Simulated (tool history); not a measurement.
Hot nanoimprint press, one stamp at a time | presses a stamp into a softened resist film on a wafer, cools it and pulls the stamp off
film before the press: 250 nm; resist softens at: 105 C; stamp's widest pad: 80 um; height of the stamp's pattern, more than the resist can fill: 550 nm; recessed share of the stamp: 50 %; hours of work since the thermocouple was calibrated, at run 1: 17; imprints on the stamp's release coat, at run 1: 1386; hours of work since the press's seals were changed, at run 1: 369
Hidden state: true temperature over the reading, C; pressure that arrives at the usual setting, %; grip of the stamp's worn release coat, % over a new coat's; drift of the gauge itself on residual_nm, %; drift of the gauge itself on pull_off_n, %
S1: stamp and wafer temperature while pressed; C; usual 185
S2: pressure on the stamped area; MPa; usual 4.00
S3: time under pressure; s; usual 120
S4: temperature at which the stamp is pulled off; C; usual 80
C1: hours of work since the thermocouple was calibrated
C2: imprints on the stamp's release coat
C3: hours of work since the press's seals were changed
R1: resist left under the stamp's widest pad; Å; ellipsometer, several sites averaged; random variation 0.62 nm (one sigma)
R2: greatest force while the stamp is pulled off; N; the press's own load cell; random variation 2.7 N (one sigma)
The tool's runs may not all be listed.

run   hour   S1    S2   S3  S4   C1    C2   C3    R1   R2
  1    0.0  185  4.00  120  80   17  1386  369  1463  189
  2    9.5  181  4.00  120  80   24  1417  377  1624  191
  3   23.2  181  4.00   90  80   35  1461  388  1757  193
  4   29.4  181  4.00   90  80   40  1481  393  1760  201
  5   40.1  181  4.00   90  69   49  1516  401  1747  260
  6   53.5  181  4.00   90  69   59  1559  412  1758  267
  7   62.0  185  4.00  120  80   66  1586  419  1450  196
  8   72.0  185  4.00  120  80   74  1619  427  1441  198
  9   82.7  185  3.43  120  80   83  1653  435  1560  205
 10   89.6  185  4.00  217  80   88  1675  441  1213  202
 11  103.1  185  4.00  217  80   99  1719  451  1202  203
 12  109.1  185  4.00  217  80  104  1738  456  1213  205
     119.3  -- stamp cleaned and given a new release coat
 13  123.5  185  4.00   75  80  110    14  463  1656  117
     127.1  -- plate thermocouple calibrated
 14  137.5  191  4.00  128  80    8    49  471  1162  129
 15  148.2  177  4.00  128  72   17    83  480  1790  155
 16  160.9  175  4.00   67  71   27   124  490  2086  167
 17  174.7  175  4.00   67  71   38   169  501  2098  164
     180.5  -- plate thermocouple calibrated, once more
 18  186.7  175  4.00  191  77    5   198  508  1772  152
 19  195.3  175  4.00  191  77   12   226  515  1770  147
 20  205.1  175  4.00  191  77   20   258  523  1748  152
 21  218.8  175  4.00  191  77   30   302  534  1744  154
 22  226.3  175  4.00  191  77   36   326  540  1758  158
 23  237.3  175  4.00  191  77   45   361  548  1765  153
 24  244.3  175  4.00  191  77   51   384  554  1760  161
 25  251.6  185  4.00  120  82   57   408  560  1488  139
 26  263.1  185  4.00  120  82   66   444  569  1480  134

Some steps in R1 between neighbouring runs. How much of each would the tool show without its hidden state too (settings, what came in, random variation), and how much is left for the hidden state, with any gauge scatter that isn't in both results?
Run 13 -> 14: S1 185 -> 191, S3 75 -> 128, plate thermocouple calibrated. R1 -494 Å: hidden state -4, all else -490.
Run 14 -> 15: S1 191 -> 177, S4 80 -> 72. R1 +628 Å: hidden state -6, all else +634.
Run 17 -> 18: S3 67 -> 191, S4 71 -> 77, plate thermocouple calibrated, once more. R1 -326 Å: hidden state +50, all else -376.
